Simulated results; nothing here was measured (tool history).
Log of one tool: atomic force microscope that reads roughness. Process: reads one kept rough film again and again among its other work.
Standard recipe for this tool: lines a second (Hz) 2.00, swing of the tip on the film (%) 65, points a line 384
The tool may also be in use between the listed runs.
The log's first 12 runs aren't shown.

run     day  lines a second (Hz)  swing of the tip on the film (%)  points a line  roughness of the kept film (nm (root mean square))
 13   6.788                 2.36                                68            384                                               4.197
      6.879  -- height scale calibrated on a step standard
 14   7.279                 2.36                                68            384                                               4.144
 15   7.621                 2.36                                68            384                                               4.129
 16   8.092                 2.36                                68            384                                               4.087
 17   8.688                 2.36                                68            384                                               4.036
 18   9.071                 0.56                                65            384                                               4.392
 19   9.400                 0.56                                65            384                                               4.375
      9.617  -- height scale calibrated on a step standard, once more
 20  10.042                 0.56                                65            384                                               4.336
 21  10.321                 0.56                                65            384                                               4.264
 22  10.962                 2.00                                55            384                                               4.155
     11.542  -- new tip fitted
 23  11.546                 2.00                                55            701                                               4.925
 24  12.088                 0.67                                67            522                                               4.926
 25  12.512                 0.59                                65            321                                               4.868
 26  12.829                 1.03                                65            460                                               4.774
 27  13.417                 1.03                                65            460                                               4.719
 28  13.812                 1.06                                65            384                                               4.677
 29  14.450                 1.06                                65            384                                               4.604
 30  15.062                 1.06                                65            384                                               4.568

Expected results for the next run?
 31  15.471                 1.71                                65            656                                                   ?

{"run 31": {"roughness of the kept film (nm (root mean square))": 4.398}}
Were there no unlogged condition in the tool, this run, its random variation unchanged, would have produced roughness of the kept film (nm (root mean square)) 4.779.
